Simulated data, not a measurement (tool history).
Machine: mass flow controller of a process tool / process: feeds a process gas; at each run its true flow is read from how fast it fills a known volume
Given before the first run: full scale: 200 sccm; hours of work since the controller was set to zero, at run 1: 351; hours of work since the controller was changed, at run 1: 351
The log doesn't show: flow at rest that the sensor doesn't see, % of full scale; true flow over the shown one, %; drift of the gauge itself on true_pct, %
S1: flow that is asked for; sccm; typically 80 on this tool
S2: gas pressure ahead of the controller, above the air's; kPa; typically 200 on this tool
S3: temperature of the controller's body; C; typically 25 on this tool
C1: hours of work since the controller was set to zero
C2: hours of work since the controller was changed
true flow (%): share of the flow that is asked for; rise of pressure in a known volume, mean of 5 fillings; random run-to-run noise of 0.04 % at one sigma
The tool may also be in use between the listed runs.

Run 1, hour 0: usual settings; C1 351; C2 351. Result: true flow (%) 98.95.
Run 2, hour 110.4: usual settings but S2 269 kPa; C1 393; C2 393. Result: true flow (%) 99.04.
Run 3, hour 239.6: usual settings but S2 269 kPa; C1 442; C2 442. Result: true flow (%) 99.12.
Run 4, hour 354.5: usual settings but S1 71 sccm; C1 486; C2 486. Result: true flow (%) 98.89.
Run 5, hour 457.5: usual settings but S1 71 sccm; C1 525; C2 525. Result: true flow (%) 98.88.
Run 6, hour 595.9: usual settings but S1 128 sccm; C1 578; C2 578. Result: true flow (%) 99.32.
Run 7, hour 710.7: usual settings but S1 89 sccm; C1 621; C2 621. Result: true flow (%) 99.02.
Run 8, hour 881.6: usual settings but S1 103 sccm; C1 686; C2 686. Result: true flow (%) 99.23.
Run 9, hour 1069.3: usual settings but S1 103 sccm; C1 758; C2 758. Result: true flow (%) 99.17.
Run 10, hour 1233.3: usual settings; C1 820; C2 820. Result: true flow (%) 98.94.
Run 11, hour 1412.8: usual settings but S2 174 kPa; C1 888; C2 888. Result: true flow (%) 98.94.
Run 12, hour 1550.9: usual settings; C1 941; C2 941. Result: true flow (%) 99.
At hour 1568.6: controller's zero set anew.
Run 13, hour 1732.6: usual settings; C1 62; C2 1010. Result: true flow (%) 99.22.
Run 14, hour 1874.4: usual settings but S3 22 C; C1 116; C2 1064. Result: true flow (%) 99.6.
At hour 1969.9: controller's zero set anew, once more.
Run 15, hour 1985.5: usual settings but S1 25 sccm, S2 217 kPa; C1 6; C2 1106. Result: true flow (%) 98.06.
Run 16, hour 2146.3: usual settings but S1 25 sccm, S2 217 kPa; C1 67; C2 1167. Result: true flow (%) 98.19.
Run 17, hour 2234.7: usual settings but S1 78 sccm, S2 171 kPa, S3 31 C; C1 101; C2 1200. Result: true flow (%) 97.9.
Run 18, hour 2423.7: usual settings but S1 39 sccm, S2 239 kPa, S3 23 C; C1 173; C2 1272. Result: true flow (%) 98.55.
Run 19, hour 2566.3: usual settings but S1 28 sccm, S2 227 kPa, S3 34 C; C1 227; C2 1326. Result: true flow (%) 97.3.
Run 20, hour 2648.6: usual settings but S1 28 sccm, S2 227 kPa, S3 34 C; C1 258; C2 1358. Result: true flow (%) 97.36.
Run 21, hour 2803.5: usual settings but S1 28 sccm, S2 227 kPa, S3 34 C; C1 317; C2 1417. Result: true flow (%) 97.38.
Run 22, hour 2930.1: usual settings but S1 40 sccm, S2 189 kPa, S3 34 C; C1 365; C2 1465. Result: true flow (%) 97.37.
Run 23, hour 3093.1: usual settings but S1 40 sccm, S2 189 kPa, S3 34 C; C1 427; C2 1527. Result: true flow (%) 97.44.
Run 24, hour 3236: usual settings but S1 40 sccm, S2 189 kPa, S3 34 C; C1 481; C2 1581. Result: true flow (%) 97.38.
Run 25, hour 3412.5: usual settings but S1 40 sccm, S2 189 kPa, S3 34 C; C1 548; C2 1648. Result: true flow (%) 97.48.
Run 26, hour 3557.1: usual settings but S1 40 sccm, S2 189 kPa, S3 34 C; C1 603; C2 1703. Result: true flow (%) 97.46.
Run 27, hour 3699.5: usual settings but S1 40 sccm, S2 189 kPa, S3 34 C; C1 658; C2 1757. Result: true flow (%) 97.49.
Run 28, hour 3819.2: usual settings but S1 40 sccm, S2 189 kPa, S3 34 C; C1 703; C2 1803. Result: true flow (%) 97.5.

Predict each of these 3 candidate next runs independently; none follows another, all start after run 28:
Run A, hour 3933.5: usual settings but S1 57 sccm, S2 149 kPa, S3 38 C; C1 747; C2 1846. Result: true flow (%) ?.
Run B, hour 3933.5: usual settings but S1 179 sccm, S2 170 kPa, S3 31 C; C1 747; C2 1846. Result: true flow (%) ?.
Run C, hour 3933.5: usual settings but S2 151 kPa, S3 30 C; C1 747; C2 1846. Result: true flow (%) ?.

run  true flow (%)
  A          97.12
  B          99.02
  C          98.13
With the hidden condition removed and each run's random variation left untouched, the same runs would have given:
run  true flow (%)
  A          96.92
  B          99.07
  C          98.03
